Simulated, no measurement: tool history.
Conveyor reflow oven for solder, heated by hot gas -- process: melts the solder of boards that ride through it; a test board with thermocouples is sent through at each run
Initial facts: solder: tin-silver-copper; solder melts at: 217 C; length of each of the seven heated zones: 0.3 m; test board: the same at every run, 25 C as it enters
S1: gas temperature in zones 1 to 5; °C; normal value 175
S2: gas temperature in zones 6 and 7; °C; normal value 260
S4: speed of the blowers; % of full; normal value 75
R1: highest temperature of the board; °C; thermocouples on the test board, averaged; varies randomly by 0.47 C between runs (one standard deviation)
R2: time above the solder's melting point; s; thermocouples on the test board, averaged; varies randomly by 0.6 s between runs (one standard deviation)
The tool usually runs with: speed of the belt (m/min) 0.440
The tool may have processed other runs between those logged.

run 1 hour=0.0 | S1=175 S2=260 speed_of_the_belt_(m/min)=0.440 S4=75 | R1=246.7 R2=58.4
run 2 hour=30.7 | S1=175 S2=260 speed_of_the_belt_(m/min)=0.440 S4=75 | R1=246.8 R2=57.2
run 3 hour=74.6 | S1=163 S2=260 speed_of_the_belt_(m/min)=0.440 S4=75 | R1=243.5 R2=50.5
run 4 hour=112.6 | S1=175 S2=256 speed_of_the_belt_(m/min)=0.440 S4=75 | R1=243.7 R2=54.8
-- hour=133.7 flux residue cleaned out of gas plates and filters
run 5 hour=159.3 | S1=175 S2=256 speed_of_the_belt_(m/min)=0.440 S4=75 | R1=245.4 R2=57.0
run 6 hour=190.6 | S1=175 S2=256 speed_of_the_belt_(m/min)=0.440 S4=75 | R1=246.1 R2=57.7
run 7 hour=215.3 | S1=175 S2=260 speed_of_the_belt_(m/min)=0.440 S4=69 | R1=248.6 R2=59.3
run 8 hour=253.4 | S1=179 S2=260 speed_of_the_belt_(m/min)=0.440 S4=75 | R1=250.2 R2=62.4
run 9 hour=301.2 | S1=179 S2=260 speed_of_the_belt_(m/min)=0.440 S4=75 | R1=249.8 R2=64.0
run 10 hour=349.1 | S1=179 S2=260 speed_of_the_belt_(m/min)=0.511 S4=75 | R1=244.3 R2=48.7
run 11 hour=386.2 | S1=175 S2=260 speed_of_the_belt_(m/min)=0.440 S4=58 | R1=245.3 R2=53.3
-- hour=399.0 thermocouples of zones 6 and 7 changed
run 12 hour=415.3 | S1=175 S2=260 speed_of_the_belt_(m/min)=0.440 S4=58 | R1=240.7 R2=49.7
run 13 hour=440.5 | S1=175 S2=261 speed_of_the_belt_(m/min)=0.440 S4=75 | R1=245.3 R2=55.9
run 14 hour=472.4 | S1=175 S2=260 speed_of_the_belt_(m/min)=0.440 S4=75 | R1=244.4 R2=55.7
run 15 hour=496.2 | S1=175 S2=260 speed_of_the_belt_(m/min)=0.440 S4=75 | R1=244.1 R2=55.6
run 16 hour=528.2 | S1=181 S2=260 speed_of_the_belt_(m/min)=0.440 S4=65 | R1=243.2 R2=56.0
run 17 hour=572.7 | S1=175 S2=267 speed_of_the_belt_(m/min)=0.440 S4=75 | R1=249.4 R2=59.8
-- hour=580.2 belt drive overhauled, speed set with a stopwatch
run 18 hour=611.1 | S1=175 S2=271 speed_of_the_belt_(m/min)=0.440 S4=55 | R1=248.0 R2=57.6
run 19 hour=643.0 | S1=163 S2=248 speed_of_the_belt_(m/min)=0.397 S4=55 | R1=230.2 R2=36.8
-- hour=687.1 belt drive overhauled, speed set with a stopwatch, once more
run 20 hour=689.8 | S1=163 S2=248 speed_of_the_belt_(m/min)=0.397 S4=55 | R1=228.4 R2=32.2
-- hour=712.5 flux residue cleaned out of gas plates and filters
run 21 hour=721.8 | S1=160 S2=248 speed_of_the_belt_(m/min)=0.397 S4=69 | R1=235.1 R2=42.2
run 22 hour=755.4 | S1=160 S2=248 speed_of_the_belt_(m/min)=0.397 S4=69 | R1=235.1 R2=41.5
run 23 hour=805.0 | S1=174 S2=252 speed_of_the_belt_(m/min)=0.440 S4=64 | R1=235.3 R2=43.6
run 24 hour=847.3 | S1=175 S2=260 speed_of_the_belt_(m/min)=0.381 S4=75 | R1=248.5 R2=69.7
run 25 hour=887.1 | S1=187 S2=260 speed_of_the_belt_(m/min)=0.381 S4=75 | R1=250.5 R2=77.2
run 26 hour=928.5 | S1=176 S2=256 speed_of_the_belt_(m/min)=0.440 S4=69 | R1=240.6 R2=49.9
run 27 hour=959.1 | S1=186 S2=256 speed_of_the_belt_(m/min)=0.389 S4=69 | R1=245.8 R2=70.4
run 28 hour=996.3 | S1=186 S2=256 speed_of_the_belt_(m/min)=0.389 S4=69 | R1=245.7 R2=69.1
run 29 hour=1027.4 | S1=186 S2=275 speed_of_the_belt_(m/min)=0.389 S4=85 | R1=264.1 R2=83.5

Below are 4 alternative next runs, each starting from the tool's condition after run 29. Predict each:
run A hour=1051.1 | S1=186 S2=275 speed_of_the_belt_(m/min)=0.432 S4=85 | R1=? R2=?
run B hour=1051.1 | S1=179 S2=260 speed_of_the_belt_(m/min)=0.440 S4=75 | R1=? R2=?
run C hour=1051.1 | S1=161 S2=275 speed_of_the_belt_(m/min)=0.407 S4=53 | R1=? R2=?
run D hour=1051.1 | S1=186 S2=261 speed_of_the_belt_(m/min)=0.383 S4=84 | R1=? R2=?

run=A R1=261.6 R2=74.2
run=B R1=245.2 R2=56.5
run=C R1=251.7 R2=59.2
run=D R1=252.1 R2=78.3
Had the tool no hidden state, the same runs would have come out as:
run=A R1=262.1 R2=74.4
run=B R1=245.6 R2=57.3
run=C R1=252.3 R2=59.8
run=D R1=252.1 R2=78.5
